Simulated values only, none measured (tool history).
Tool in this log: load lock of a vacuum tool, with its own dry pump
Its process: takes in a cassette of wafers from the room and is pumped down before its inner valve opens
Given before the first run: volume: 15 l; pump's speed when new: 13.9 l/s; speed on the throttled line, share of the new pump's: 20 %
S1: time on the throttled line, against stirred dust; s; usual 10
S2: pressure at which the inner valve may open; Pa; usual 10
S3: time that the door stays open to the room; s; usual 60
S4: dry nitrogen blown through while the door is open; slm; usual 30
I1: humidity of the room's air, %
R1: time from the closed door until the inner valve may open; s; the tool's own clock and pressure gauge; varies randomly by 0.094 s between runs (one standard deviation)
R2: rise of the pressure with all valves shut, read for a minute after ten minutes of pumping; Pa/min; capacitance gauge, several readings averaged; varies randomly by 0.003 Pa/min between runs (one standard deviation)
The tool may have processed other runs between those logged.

run 1 hour=0 | S1=10 S2=10 S3=60 S4=30 | I1=45.3 | R1=19.3 R2=0.049
run 2 hour=227.2 | S1=10 S2=10 S3=60 S4=42 | I1=43.8 | R1=19.32 R2=0.052
run 3 hour=388.3 | S1=10 S2=10 S3=60 S4=42 | I1=42.1 | R1=19.29 R2=0.051
run 4 hour=620 | S1=10 S2=10 S3=60 S4=30 | I1=42.9 | R1=19.25 R2=0.06
run 5 hour=940.1 | S1=10 S2=10 S3=60 S4=30 | I1=45.6 | R1=19.38 R2=0.067
run 6 hour=1210.9 | S1=10 S2=10 S3=60 S4=30 | I1=47 | R1=19.51 R2=0.078
run 7 hour=1505.6 | S1=10 S2=10 S3=60 S4=30 | I1=43.8 | R1=19.56 R2=0.08
run 8 hour=1835.4 | S1=10 S2=10 S3=45 S4=30 | I1=45.7 | R1=19.66 R2=0.092
run 9 hour=2175.4 | S1=10 S2=10 S3=60 S4=30 | I1=46.3 | R1=19.53 R2=0.102
run 10 hour=2509.7 | S1=10 S2=10 S3=48 S4=30 | I1=45.1 | R1=19.52 R2=0.108
run 11 hour=2869.1 | S1=10 S2=9 S3=48 S4=30 | I1=44 | R1=19.86 R2=0.116
run 12 hour=3117.8 | S1=10 S2=10 S3=60 S4=30 | I1=47.4 | R1=19.74 R2=0.131
run 13 hour=3451.6 | S1=10 S2=10 S3=60 S4=11 | I1=46.9 | R1=19.96 R2=0.158
run 14 hour=3752.7 | S1=10 S2=10 S3=60 S4=11 | I1=42.9 | R1=19.76 R2=0.163
-- hour=3882.9 dry pump taken out, an overhauled one fitted
run 15 hour=4042.7 | S1=10 S2=10 S3=52 S4=30 | I1=46.4 | R1=18.08 R2=0.16
run 16 hour=4411.8 | S1=10 S2=10 S3=52 S4=30 | I1=41.1 | R1=18.23 R2=0.18
run 17 hour=4583.1 | S1=10 S2=10 S3=52 S4=30 | I1=45.1 | R1=18.08 R2=0.182
run 18 hour=4770.2 | S1=12 S2=16 S3=27 S4=32 | I1=41.7 | R1=19.07 R2=0.178
run 19 hour=4946.7 | S1=11 S2=11 S3=27 S4=35 | I1=41.6 | R1=18.71 R2=0.199
run 20 hour=5124.2 | S1=11 S2=11 S3=27 S4=35 | I1=45.9 | R1=18.95 R2=0.195
run 21 hour=5349 | S1=6 S2=18 S3=27 S4=6 | I1=46.2 | R1=14.3 R2=0.219
run 22 hour=5700.8 | S1=16 S2=7 S3=60 S4=30 | I1=44.8 | R1=23.32 R2=0.236
run 23 hour=5883.6 | S1=16 S2=7 S3=60 S4=30 | I1=44.5 | R1=23.33 R2=0.238
run 24 hour=6051.6 | S1=6 S2=16 S3=60 S4=30 | I1=46.1 | R1=14.68 R2=0.253
-- hour=6169.8 door's seal changed, seat wiped
run 25 hour=6373.1 | S1=6 S2=16 S3=60 S4=30 | I1=43.9 | R1=14.78 R2=0.029
run 26 hour=6598.2 | S1=20 S2=10 S3=52 S4=30 | I1=45.8 | R1=26.15 R2=0.019
run 27 hour=6785.7 | S1=20 S2=10 S3=52 S4=30 | I1=44.5 | R1=26.34 R2=0.027
run 28 hour=6982.7 | S1=20 S2=10 S3=52 S4=30 | I1=44.4 | R1=26.24 R2=0.031

Alternative continuations, all from the tool just after run 28; predict every row:
run A hour=7134.8 | S1=12 S2=16 S3=29 S4=30 | I1=41.8 | R1=? R2=?
run B hour=7134.8 | S1=10 S2=19 S3=60 S4=30 | I1=44 | R1=? R2=?
run C hour=7134.8 | S1=10 S2=10 S3=52 S4=20 | I1=45.9 | R1=? R2=?
run D hour=7134.8 | S1=9 S2=9 S3=60 S4=12 | I1=44.6 | R1=? R2=?

run=A R1=19.46 R2=0.031
run=B R1=17.56 R2=0.032
run=C R1=18.29 R2=0.042
run=D R1=17.7 R2=0.043
Take away the tool's hidden state, keep each run's random variation, and the runs would have read:
run=A R1=19.11 R2=0.02
run=B R1=17.2 R2=0.021
run=C R1=17.9 R2=0.031
run=D R1=17.29 R2=0.032

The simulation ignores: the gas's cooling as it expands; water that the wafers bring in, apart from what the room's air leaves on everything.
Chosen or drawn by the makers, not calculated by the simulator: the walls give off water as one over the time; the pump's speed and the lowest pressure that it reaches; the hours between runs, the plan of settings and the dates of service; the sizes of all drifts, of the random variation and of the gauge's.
